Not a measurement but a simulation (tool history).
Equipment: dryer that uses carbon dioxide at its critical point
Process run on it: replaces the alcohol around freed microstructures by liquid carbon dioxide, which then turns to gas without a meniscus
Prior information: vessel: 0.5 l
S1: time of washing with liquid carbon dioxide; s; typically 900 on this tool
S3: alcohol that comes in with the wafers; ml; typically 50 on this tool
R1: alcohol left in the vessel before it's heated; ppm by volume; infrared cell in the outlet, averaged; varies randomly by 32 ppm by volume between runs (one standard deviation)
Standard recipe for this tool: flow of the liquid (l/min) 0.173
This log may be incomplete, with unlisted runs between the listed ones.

run 1 hour=0.0 | S1=900 flow_of_the_liquid_(l/min)=0.173 S3=50 | R1=2458
run 2 hour=7.9 | S1=900 flow_of_the_liquid_(l/min)=0.173 S3=50 | R1=2470
run 3 hour=17.6 | S1=900 flow_of_the_liquid_(l/min)=0.173 S3=50 | R1=2533
run 4 hour=25.5 | S1=900 flow_of_the_liquid_(l/min)=0.173 S3=50 | R1=2479
run 5 hour=31.9 | S1=900 flow_of_the_liquid_(l/min)=0.173 S3=50 | R1=2596
run 6 hour=40.6 | S1=900 flow_of_the_liquid_(l/min)=0.173 S3=99 | R1=4908
run 7 hour=48.7 | S1=900 flow_of_the_liquid_(l/min)=0.173 S3=99 | R1=4930
run 8 hour=54.7 | S1=900 flow_of_the_liquid_(l/min)=0.173 S3=99 | R1=5030
run 9 hour=65.1 | S1=900 flow_of_the_liquid_(l/min)=0.173 S3=50 | R1=2625
run 10 hour=76.1 | S1=900 flow_of_the_liquid_(l/min)=0.173 S3=37 | R1=1928
run 11 hour=81.0 | S1=900 flow_of_the_liquid_(l/min)=0.173 S3=50 | R1=2539
run 12 hour=86.7 | S1=1080 flow_of_the_liquid_(l/min)=0.173 S3=50 | R1=1291
run 13 hour=92.8 | S1=900 flow_of_the_liquid_(l/min)=0.173 S3=88 | R1=4438
run 14 hour=98.0 | S1=900 flow_of_the_liquid_(l/min)=0.264 S3=23 | R1=205
run 15 hour=103.5 | S1=900 flow_of_the_liquid_(l/min)=0.173 S3=79 | R1=4125
run 16 hour=109.6 | S1=960 flow_of_the_liquid_(l/min)=0.183 S3=21 | R1=720
run 17 hour=114.3 | S1=960 flow_of_the_liquid_(l/min)=0.183 S3=21 | R1=730
run 18 hour=122.6 | S1=900 flow_of_the_liquid_(l/min)=0.144 S3=55 | R1=5424
run 19 hour=131.4 | S1=1080 flow_of_the_liquid_(l/min)=0.173 S3=21 | R1=583
run 20 hour=140.9 | S1=1200 flow_of_the_liquid_(l/min)=0.173 S3=40 | R1=701
run 21 hour=150.4 | S1=900 flow_of_the_liquid_(l/min)=0.219 S3=29 | R1=606
run 22 hour=158.7 | S1=1200 flow_of_the_liquid_(l/min)=0.252 S3=50 | R1=140
run 23 hour=166.9 | S1=900 flow_of_the_liquid_(l/min)=0.130 S3=50 | R1=7033
run 24 hour=177.0 | S1=1020 flow_of_the_liquid_(l/min)=0.104 S3=26 | R1=4802
run 25 hour=182.7 | S1=1020 flow_of_the_liquid_(l/min)=0.104 S3=26 | R1=4740

What if the next run were any one of these 3? Each begins from the tool's condition after run 25:
run A hour=191.6 | S1=1020 flow_of_the_liquid_(l/min)=0.222 S3=26 | R1=?
run B hour=191.6 | S1=1020 flow_of_the_liquid_(l/min)=0.104 S3=75 | R1=?
run C hour=191.6 | S1=1140 flow_of_the_liquid_(l/min)=0.173 S3=76 | R1=?

run=A R1=330
run=B R1=14321
run=C R1=1603
The same runs, with their run-to-run variation unchanged, on a tool lacking any hidden condition would have given:
run=A R1=189
run=B R1=12120
run=C R1=1132
